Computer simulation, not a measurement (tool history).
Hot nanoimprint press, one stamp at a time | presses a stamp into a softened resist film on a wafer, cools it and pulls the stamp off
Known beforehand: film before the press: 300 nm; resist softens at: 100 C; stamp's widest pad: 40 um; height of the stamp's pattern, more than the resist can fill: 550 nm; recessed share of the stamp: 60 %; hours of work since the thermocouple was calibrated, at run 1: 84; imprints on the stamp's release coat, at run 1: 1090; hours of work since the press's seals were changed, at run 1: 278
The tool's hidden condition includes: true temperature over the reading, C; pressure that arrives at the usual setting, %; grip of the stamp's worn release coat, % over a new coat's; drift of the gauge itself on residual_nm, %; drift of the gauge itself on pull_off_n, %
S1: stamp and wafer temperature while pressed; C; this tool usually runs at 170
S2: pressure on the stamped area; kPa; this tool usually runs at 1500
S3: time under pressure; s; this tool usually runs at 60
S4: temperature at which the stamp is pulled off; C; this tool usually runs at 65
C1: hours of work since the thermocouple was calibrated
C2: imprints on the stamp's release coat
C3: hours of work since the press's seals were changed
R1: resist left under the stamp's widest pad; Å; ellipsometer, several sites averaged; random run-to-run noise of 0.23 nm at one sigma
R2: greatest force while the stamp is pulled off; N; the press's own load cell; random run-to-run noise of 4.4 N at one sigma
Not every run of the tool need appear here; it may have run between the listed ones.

run    hour   S1    S2  S3  S4   C1    C2   C3    R1   R2
  1       0  170  1500  60  65   84  1090  278  1371  298
         47  -- stamp cleaned and given a new release coat
  2    51.6  170  1100  60  65  111    13  305  1588  219
  3     104  170  1500  60  65  141   167  336  1363  225
  4   136.6  170  1500  60  65  161   263  355  1363  247
  5   172.4  170  1500  60  65  182   368  376  1355  241
  6   215.6  170  1500  60  65  208   495  402  1352  254
  7   255.9  170  1500  60  65  231   614  426  1350  258
  8   319.9  170  1500  60  65  269   802  464  1349  277
      338.5  -- plate thermocouple calibrated
  9   377.4  170  1500  60  65   23   962  496  1385  309
 10   437.2  170  1500  60  65   58  1138  531  1381  311
      470.2  -- stamp cleaned and given a new release coat
 11   477.5  170  1500  60  51   79    21  551  1376  291
 12   523.4  170  1500  60  57  106   156  578  1378  275
 13   554.8  170  1500  60  57  124   249  597  1369  286
 14     615  170  1500  60  57  160   425  633  1369  293
 15   663.3  170  2080  60  67  189   567  661  1161  249
      703.3  -- press's hydraulic seals changed and the load cell set to zero
 16   708.1  170  2080  60  67  210   675    3  1128  268
 17   768.2  166  1500  53  65  246   852   38  1614  283
 18     813  165  1060  98  68  272   984   65  1603  266
      829.3  -- plate thermocouple calibrated
 19   866.3  169  1060  98  68   22  1132   95  1431  295
      901.1  -- stamp cleaned and given a new release coat
 20   929.8  170  1500  79  59   56    85  129  1241  261
 21   990.5  170  1500  79  59   92   263  164  1235  272
 22  1031.7  170  1500  79  59  116   384  189  1231  287
 23  1065.6  158  1500  60  65  136   484  209  2066  262
 24  1115.9  158  1500  60  65  166   632  239  2062  271
 25  1180.7  158  1500  60  65  204   822  277  2058  283
 26  1244.5  169  1500  58  65  242  1009  315  1413  297
 27  1294.4  159  1500  60  69  271  1156  344  1977  272
       1312  -- plate thermocouple calibrated
     1321.3  -- stamp cleaned and given a new release coat
 28  1351.7  159  1500  60  69   20    89  373  2036  213

Alternative continuations, all from the tool just after run 28; predict every row:
  A  1403.6  159  2240  60  70  51  242  403   ?   ?
  B  1403.6  170  1660  36  55  51  242  403   ?   ?
  C  1403.6  176  1500  33  54  51  242  403   ?   ?
  D  1403.6  159  2160  60  72  51  242  403   ?   ?

run    R1   R2
  A  1739  208
  B  1561  297
  C  1373  303
  D  1764  199
With the hidden condition removed and each run's random variation left untouched, the same runs would have given:
run    R1   R2
  A  1734  195
  B  1560  277
  C  1372  283
  D  1760  186

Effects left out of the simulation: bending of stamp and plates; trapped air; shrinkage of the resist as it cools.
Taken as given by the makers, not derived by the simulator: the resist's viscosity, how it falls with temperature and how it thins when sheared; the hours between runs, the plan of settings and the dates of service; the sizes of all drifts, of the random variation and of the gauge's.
